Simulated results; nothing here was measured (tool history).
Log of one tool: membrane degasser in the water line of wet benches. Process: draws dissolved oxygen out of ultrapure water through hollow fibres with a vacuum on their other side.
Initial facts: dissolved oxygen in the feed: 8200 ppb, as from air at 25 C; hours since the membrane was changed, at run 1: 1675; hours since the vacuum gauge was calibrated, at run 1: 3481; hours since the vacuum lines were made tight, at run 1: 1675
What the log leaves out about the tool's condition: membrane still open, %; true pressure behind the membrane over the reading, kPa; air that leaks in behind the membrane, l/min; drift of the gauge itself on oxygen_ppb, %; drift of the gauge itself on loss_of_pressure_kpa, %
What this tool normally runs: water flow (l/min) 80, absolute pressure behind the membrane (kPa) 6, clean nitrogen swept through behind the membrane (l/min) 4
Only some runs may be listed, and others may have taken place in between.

run	hour	water flow (l/min)	absolute pressure behind the membrane (kPa)	clean nitrogen swept through behind the membrane (l/min)	hours since the membrane was changed	hours since the vacuum gauge was calibrated	hours since the vacuum lines were made tight	dissolved oxygen in the water behind the degasser (ppb)	pressure that the water loses in the fibres (kPa)
1	0	80	6	4	1675	3481	1675	247.9	60.38
2	84.5	80	6	4	1759	3566	1759	253	60.42
3	188.7	80	6	5.88	1864	3670	1864	217.8	60.47
4	322	80	6	4	1997	3803	1997	249.5	60.8
5	396.5	80	6	4	2071	3878	2071	259.4	60.71
# hour 524.4: vacuum gauge calibrated
6	524.4	80	6	4	2199	0	2199	250.6	60.73
7	620.4	80	6	4	2295	96	2295	251.5	60.36
8	749.8	80	6	4	2424	225	2424	251.1	60.66
9	812.4	54	6	4	2487	288	2487	160	41.01
10	945.1	54	6	4	2620	421	2620	159.5	40.9
11	1045.1	58	6	4	2720	521	2720	174.5	43.87
12	1171.7	80	4.7	4.06	2846	647	2846	197.1	61.08
13	1312	80	4.7	6.45	2987	788	2987	173.2	61.15

Alternative continuations, all from the tool just after run 13; predict every row:
A	1441.3	103	8.02	2.45	3116	917	3116	?	?
B	1441.3	70	3.65	1.9	3116	917	3116	?	?
C	1441.3	121	9.6	5.79	3116	917	3116	?	?

run	dissolved oxygen in the water behind the degasser (ppb)	pressure that the water loses in the fibres (kPa)
A	571.8	78.35
B	146.8	53.43
C	497.1	92.56
With no hidden state in the tool, these same runs would have given:
run	dissolved oxygen in the water behind the degasser (ppb)	pressure that the water loses in the fibres (kPa)
A	556.9	77.25
B	134.7	52.68
C	483.4	91.26
